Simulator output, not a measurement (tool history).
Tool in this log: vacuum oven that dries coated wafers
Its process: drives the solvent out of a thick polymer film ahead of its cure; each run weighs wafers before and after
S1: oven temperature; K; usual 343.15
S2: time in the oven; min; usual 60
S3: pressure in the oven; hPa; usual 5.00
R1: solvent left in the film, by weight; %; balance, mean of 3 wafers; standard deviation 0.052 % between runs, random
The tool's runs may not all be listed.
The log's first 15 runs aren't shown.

run,hour,S1,S2,S3,R1
16,835.3,343.15,60,5.00,1.95
17,911.8,343.15,60,5.00,1.96
# hour 971.7: oven's thermocouples calibrated
18,971.8,343.15,60,5.00,1.61
19,1029.7,343.15,60,5.00,1.81
20,1098.6,343.15,60,17.10,2.25
21,1147.1,343.15,60,17.10,2.34
22,1202.6,343.15,60,17.10,2.35
23,1265.1,333.15,60,7.71,4.24
# hour 1315.9: vacuum gauge cleaned of residue and calibrated
24,1336.7,333.15,60,7.71,3.57
25,1389.3,340.15,38,7.71,3.62
26,1443.1,334.15,72,8.02,2.89
27,1501.8,355.15,96,4.32,0.18
28,1558.1,355.15,96,4.32,0.24

Run 29 is up next; what results do you expect?
29,1609.5,332.15,60,8.20,?

{"run 29": {"R1": 3.96}}
If the tool had no hidden condition, the same run with the same run-to-run variation would have returned R1 3.59 %.

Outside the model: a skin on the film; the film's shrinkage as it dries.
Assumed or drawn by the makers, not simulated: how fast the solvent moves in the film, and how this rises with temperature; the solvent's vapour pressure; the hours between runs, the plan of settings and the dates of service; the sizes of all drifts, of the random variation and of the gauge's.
